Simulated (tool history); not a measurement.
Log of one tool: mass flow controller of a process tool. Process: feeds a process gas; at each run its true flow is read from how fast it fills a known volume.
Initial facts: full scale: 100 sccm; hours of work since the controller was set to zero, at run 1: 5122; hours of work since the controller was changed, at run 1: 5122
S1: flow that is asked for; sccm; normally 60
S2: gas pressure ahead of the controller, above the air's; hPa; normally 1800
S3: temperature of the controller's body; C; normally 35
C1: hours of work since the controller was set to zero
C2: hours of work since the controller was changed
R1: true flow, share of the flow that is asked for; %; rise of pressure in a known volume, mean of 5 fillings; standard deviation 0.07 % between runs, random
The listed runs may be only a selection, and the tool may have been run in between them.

{"run": 1, "hour": 0.0, "S1": 60, "S2": 1800, "S3": 35, "C1": 5122, "C2": 5122, "R1": 98.62}
{"run": 2, "hour": 366.2, "S1": 60, "S2": 1800, "S3": 35, "C1": 5243, "C2": 5243, "R1": 98.6}
{"run": 3, "hour": 690.6, "S1": 60, "S2": 1800, "S3": 35, "C1": 5350, "C2": 5350, "R1": 98.65}
{"run": 4, "hour": 1145.1, "S1": 60, "S2": 1550, "S3": 35, "C1": 5500, "C2": 5500, "R1": 98.38}
{"run": 5, "hour": 1380.5, "S1": 60, "S2": 1550, "S3": 35, "C1": 5578, "C2": 5578, "R1": 98.45}
{"run": 6, "hour": 1631.5, "S1": 60, "S2": 1800, "S3": 35, "C1": 5661, "C2": 5661, "R1": 98.57}
{"run": 7, "hour": 2076.9, "S1": 60, "S2": 1770, "S3": 35, "C1": 5808, "C2": 5808, "R1": 98.56}
{"run": 8, "hour": 2469.4, "S1": 60, "S2": 1770, "S3": 35, "C1": 5937, "C2": 5937, "R1": 98.44}
{"run": 9, "hour": 2714.0, "S1": 60, "S2": 1770, "S3": 35, "C1": 6018, "C2": 6018, "R1": 98.49}
{"run": 10, "hour": 2943.5, "S1": 60, "S2": 1800, "S3": 35, "C1": 6094, "C2": 6094, "R1": 98.54}
{"run": 11, "hour": 3274.6, "S1": 60, "S2": 1800, "S3": 35, "C1": 6203, "C2": 6203, "R1": 98.49}
{"hour": 3305.3, "done": "controller's zero set anew"}
{"run": 12, "hour": 3552.6, "S1": 60, "S2": 1800, "S3": 35, "C1": 82, "C2": 6295, "R1": 98.11}
{"run": 13, "hour": 3885.8, "S1": 98, "S2": 1800, "S3": 35, "C1": 192, "C2": 6405, "R1": 99.36}
{"run": 14, "hour": 4098.9, "S1": 27, "S2": 1800, "S3": 31, "C1": 262, "C2": 6475, "R1": 96.35}
{"run": 15, "hour": 4303.8, "S1": 21, "S2": 1800, "S3": 20, "C1": 330, "C2": 6543, "R1": 95.95}
{"run": 16, "hour": 4614.8, "S1": 21, "S2": 1800, "S3": 20, "C1": 432, "C2": 6645, "R1": 95.78}
{"run": 17, "hour": 4838.4, "S1": 21, "S2": 1800, "S3": 20, "C1": 506, "C2": 6719, "R1": 96.03}
{"hour": 5168.7, "done": "controller's zero set anew, once more"}
{"run": 18, "hour": 5282.5, "S1": 92, "S2": 1470, "S3": 36, "C1": 38, "C2": 6865, "R1": 99.86}
{"run": 19, "hour": 5514.8, "S1": 20, "S2": 1810, "S3": 35, "C1": 114, "C2": 6942, "R1": 98.8}
{"run": 20, "hour": 5914.5, "S1": 95, "S2": 2110, "S3": 28, "C1": 246, "C2": 7074, "R1": 100.83}

5 options for the next run, each taken on its own from the tool as it stands now. Forecast them:
{"run": "A", "hour": 6226.0, "S1": 72, "S2": 2220, "S3": 33, "C1": 349, "C2": 7177, "R1": "?"}
{"run": "B", "hour": 6226.0, "S1": 60, "S2": 1800, "S3": 31, "C1": 349, "C2": 7177, "R1": "?"}
{"run": "C", "hour": 6226.0, "S1": 39, "S2": 2070, "S3": 29, "C1": 349, "C2": 7177, "R1": "?"}
{"run": "D", "hour": 6226.0, "S1": 13, "S2": 1760, "S3": 39, "C1": 349, "C2": 7177, "R1": "?"}
{"run": "E", "hour": 6226.0, "S1": 60, "S2": 1800, "S3": 32, "C1": 349, "C2": 7177, "R1": "?"}

run=A R1=100.11
run=B R1=99.87
run=C R1=99.68
run=D R1=98.28
run=E R1=99.85
Had the tool no hidden state, the same runs would have come out as:
run=A R1=99.19
run=B R1=98.97
run=C R1=98.82
run=D R1=97.71
run=E R1=98.94

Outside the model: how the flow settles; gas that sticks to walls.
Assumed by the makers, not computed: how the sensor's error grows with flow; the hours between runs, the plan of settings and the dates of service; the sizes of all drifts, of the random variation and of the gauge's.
